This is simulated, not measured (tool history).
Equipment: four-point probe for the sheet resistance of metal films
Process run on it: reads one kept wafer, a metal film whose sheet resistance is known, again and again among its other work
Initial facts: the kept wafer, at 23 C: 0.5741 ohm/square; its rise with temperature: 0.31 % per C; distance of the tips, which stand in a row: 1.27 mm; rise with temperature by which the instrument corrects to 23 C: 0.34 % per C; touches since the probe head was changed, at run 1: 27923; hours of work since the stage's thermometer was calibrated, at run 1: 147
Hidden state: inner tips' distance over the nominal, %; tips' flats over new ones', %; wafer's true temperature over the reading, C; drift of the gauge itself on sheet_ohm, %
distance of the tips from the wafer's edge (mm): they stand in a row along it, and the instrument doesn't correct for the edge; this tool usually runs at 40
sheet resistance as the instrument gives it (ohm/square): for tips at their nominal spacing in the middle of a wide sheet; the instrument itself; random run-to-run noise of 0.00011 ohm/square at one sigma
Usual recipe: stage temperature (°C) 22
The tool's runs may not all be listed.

| run | hour | stage temperature (°C) | distance of the tips from the wafer's edge (mm) | touches since the probe head was changed | hours of work since the stage's thermometer was calibrated | sheet resistance as the instrument gives it (ohm/square) |
|---|---|---|---|---|---|---|
| 1 | 0 | 22 | 40 | 27923 | 147 | 0.574321 |
| 2 | 33.4 | 22 | 40 | 28891 | 165 | 0.574666 |
| 3 | 72.2 | 22 | 40 | 30014 | 187 | 0.574486 |
| 4 | 101 | 22 | 40 | 30849 | 203 | 0.574569 |
| 5 | 125.5 | 22 | 40 | 31559 | 216 | 0.574647 |
| 6 | 162.3 | 22 | 40 | 32624 | 237 | 0.57448 |
| 7 | 185 | 22 | 40 | 33282 | 249 | 0.57457 |
| 8 | 227.7 | 23 | 40 | 34520 | 273 | 0.574255 |
| 9 | 273.4 | 23 | 40 | 35843 | 298 | 0.574318 |
| 10 | 303.6 | 22 | 17 | 36718 | 315 | 0.57594 |
| 11 | 324.9 | 22 | 17 | 37335 | 327 | 0.576137 |
| 12 | 354.1 | 22 | 17 | 38181 | 343 | 0.57581 |
| 13 | 392.2 | 27 | 3 | 39283 | 364 | 0.623548 |
| 14 | 438.4 | 27 | 3 | 40622 | 390 | 0.623346 |
| 15 | 470.5 | 27 | 3 | 41551 | 408 | 0.623894 |
| 16 | 509.5 | 27 | 3 | 42682 | 429 | 0.623519 |
| 17 | 536 | 27 | 3 | 43449 | 444 | 0.623823 |
| 18 | 565.3 | 25 | 39 | 44297 | 460 | 0.574232 |
| 19 | 607.8 | 32 | 40 | 45528 | 484 | 0.573221 |
| 20 | 641.1 | 25 | 7 | 46493 | 502 | 0.58406 |
| 21 | 676.2 | 26 | 22 | 47510 | 522 | 0.574742 |
| 22 | 712.2 | 19 | 3 | 48551 | 541 | 0.624936 |
| 23 | 737.6 | 19 | 3 | 49289 | 556 | 0.624717 |

Each row is a separate what-if for the run after 23, all from the same tool condition, not one after another. Results?
| A | 770.7 | 23 | 11 | 50246 | 574 | ? |
| B | 770.7 | 23 | 12 | 50246 | 574 | ? |
| C | 770.7 | 19 | 3 | 50246 | 574 | ? |
| D | 770.7 | 20 | 26 | 50246 | 574 | ? |

| run | sheet resistance as the instrument gives it (ohm/square) |
|---|---|
| A | 0.577916 |
| B | 0.577415 |
| C | 0.624825 |
| D | 0.575306 |
Without the tool's unlogged condition, the same runs would have read:
| run | sheet resistance as the instrument gives it (ohm/square) |
|---|---|
| A | 0.57794 |
| B | 0.577439 |
| C | 0.624851 |
| D | 0.575329 |
